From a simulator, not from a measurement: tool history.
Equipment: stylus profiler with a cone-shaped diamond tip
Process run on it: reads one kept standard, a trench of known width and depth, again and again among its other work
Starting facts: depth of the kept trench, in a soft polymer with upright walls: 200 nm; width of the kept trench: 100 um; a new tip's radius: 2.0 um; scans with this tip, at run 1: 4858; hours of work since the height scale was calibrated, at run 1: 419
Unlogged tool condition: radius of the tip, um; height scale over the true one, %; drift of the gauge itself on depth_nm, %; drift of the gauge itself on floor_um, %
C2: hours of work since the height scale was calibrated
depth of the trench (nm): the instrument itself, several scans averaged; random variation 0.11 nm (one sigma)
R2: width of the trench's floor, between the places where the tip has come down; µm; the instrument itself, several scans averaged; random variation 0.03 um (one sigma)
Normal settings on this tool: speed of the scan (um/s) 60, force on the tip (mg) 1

{"run": 1, "hour": 0.0, "speed of the scan (um/s)": 60, "force on the tip (mg)": 1, "scans with this tip": 4858, "C2": 419, "depth of the trench (nm)": 201.11, "R2": 97.57}
{"run": 2, "hour": 19.9, "speed of the scan (um/s)": 60, "force on the tip (mg)": 1, "scans with this tip": 4973, "C2": 429, "depth of the trench (nm)": 201.36, "R2": 97.56}
{"run": 3, "hour": 30.7, "speed of the scan (um/s)": 60, "force on the tip (mg)": 1, "scans with this tip": 5035, "C2": 434, "depth of the trench (nm)": 201.41, "R2": 97.52}
{"run": 4, "hour": 40.1, "speed of the scan (um/s)": 60, "force on the tip (mg)": 1, "scans with this tip": 5090, "C2": 439, "depth of the trench (nm)": 201.31, "R2": 97.58}
{"run": 5, "hour": 52.0, "speed of the scan (um/s)": 87, "force on the tip (mg)": 1, "scans with this tip": 5158, "C2": 445, "depth of the trench (nm)": 201.46, "R2": 97.33}
{"run": 6, "hour": 64.7, "speed of the scan (um/s)": 60, "force on the tip (mg)": 0.8, "scans with this tip": 5232, "C2": 451, "depth of the trench (nm)": 201.13, "R2": 97.51}
{"run": 7, "hour": 84.0, "speed of the scan (um/s)": 60, "force on the tip (mg)": 0.8, "scans with this tip": 5343, "C2": 461, "depth of the trench (nm)": 201.26, "R2": 97.55}
{"run": 8, "hour": 98.6, "speed of the scan (um/s)": 19, "force on the tip (mg)": 0.8, "scans with this tip": 5427, "C2": 468, "depth of the trench (nm)": 201.11, "R2": 97.86}
{"run": 9, "hour": 117.1, "speed of the scan (um/s)": 60, "force on the tip (mg)": 1, "scans with this tip": 5535, "C2": 477, "depth of the trench (nm)": 201.39, "R2": 97.53}
{"run": 10, "hour": 126.3, "speed of the scan (um/s)": 60, "force on the tip (mg)": 1, "scans with this tip": 5588, "C2": 482, "depth of the trench (nm)": 201.27, "R2": 97.63}
{"run": 11, "hour": 148.3, "speed of the scan (um/s)": 81, "force on the tip (mg)": 0.57, "scans with this tip": 5715, "C2": 493, "depth of the trench (nm)": 200.92, "R2": 97.25}
{"hour": 150.4, "done": "height scale calibrated on a step standard"}
{"run": 12, "hour": 165.0, "speed of the scan (um/s)": 81, "force on the tip (mg)": 0.57, "scans with this tip": 5809, "C2": 7, "depth of the trench (nm)": 201.34, "R2": 97.14}
{"run": 13, "hour": 177.4, "speed of the scan (um/s)": 62, "force on the tip (mg)": 2.79, "scans with this tip": 5880, "C2": 13, "depth of the trench (nm)": 202.68, "R2": 97.7}
{"run": 14, "hour": 197.5, "speed of the scan (um/s)": 19, "force on the tip (mg)": 0.99, "scans with this tip": 5996, "C2": 23, "depth of the trench (nm)": 201.74, "R2": 97.87}
{"hour": 205.5, "done": "height scale calibrated on a step standard, once more"}
{"run": 15, "hour": 218.1, "speed of the scan (um/s)": 19, "force on the tip (mg)": 0.99, "scans with this tip": 6113, "C2": 6, "depth of the trench (nm)": 200.93, "R2": 97.84}
{"run": 16, "hour": 229.6, "speed of the scan (um/s)": 19, "force on the tip (mg)": 1.47, "scans with this tip": 6179, "C2": 12, "depth of the trench (nm)": 201.33, "R2": 97.87}
{"run": 17, "hour": 243.0, "speed of the scan (um/s)": 75, "force on the tip (mg)": 0.45, "scans with this tip": 6256, "C2": 19, "depth of the trench (nm)": 200.54, "R2": 97.17}
{"run": 18, "hour": 263.4, "speed of the scan (um/s)": 24, "force on the tip (mg)": 0.93, "scans with this tip": 6374, "C2": 29, "depth of the trench (nm)": 200.87, "R2": 97.81}
{"run": 19, "hour": 277.0, "speed of the scan (um/s)": 51, "force on the tip (mg)": 0.46, "scans with this tip": 6453, "C2": 36, "depth of the trench (nm)": 200.59, "R2": 97.43}

Consider 4 possible next runs. They are alternatives, not a sequence: every one starts from the tool as it was left by run 19. What does each give?
{"run": "A", "hour": 295.9, "speed of the scan (um/s)": 176, "force on the tip (mg)": 1, "scans with this tip": 6562, "C2": 45, "depth of the trench (nm)": "?", "R2": "?"}
{"run": "B", "hour": 295.9, "speed of the scan (um/s)": 236, "force on the tip (mg)": 2.84, "scans with this tip": 6562, "C2": 45, "depth of the trench (nm)": "?", "R2": "?"}
{"run": "C", "hour": 295.9, "speed of the scan (um/s)": 15, "force on the tip (mg)": 0.44, "scans with this tip": 6562, "C2": 45, "depth of the trench (nm)": "?", "R2": "?"}
{"run": "D", "hour": 295.9, "speed of the scan (um/s)": 26, "force on the tip (mg)": 2.26, "scans with this tip": 6562, "C2": 45, "depth of the trench (nm)": "?", "R2": "?"}

run=A depth_of_the_trench_(nm)=200.79 R2=96.64
run=B depth_of_the_trench_(nm)=201.87 R2=96.94
run=C depth_of_the_trench_(nm)=200.3 R2=97.79
run=D depth_of_the_trench_(nm)=201.69 R2=97.81
Had the tool no hidden state, the same runs would have come out as:
run=A depth_of_the_trench_(nm)=200.76 R2=96.93
run=B depth_of_the_trench_(nm)=201.83 R2=97.23
run=C depth_of_the_trench_(nm)=200.26 R2=98.07
run=D depth_of_the_trench_(nm)=201.66 R2=98.1
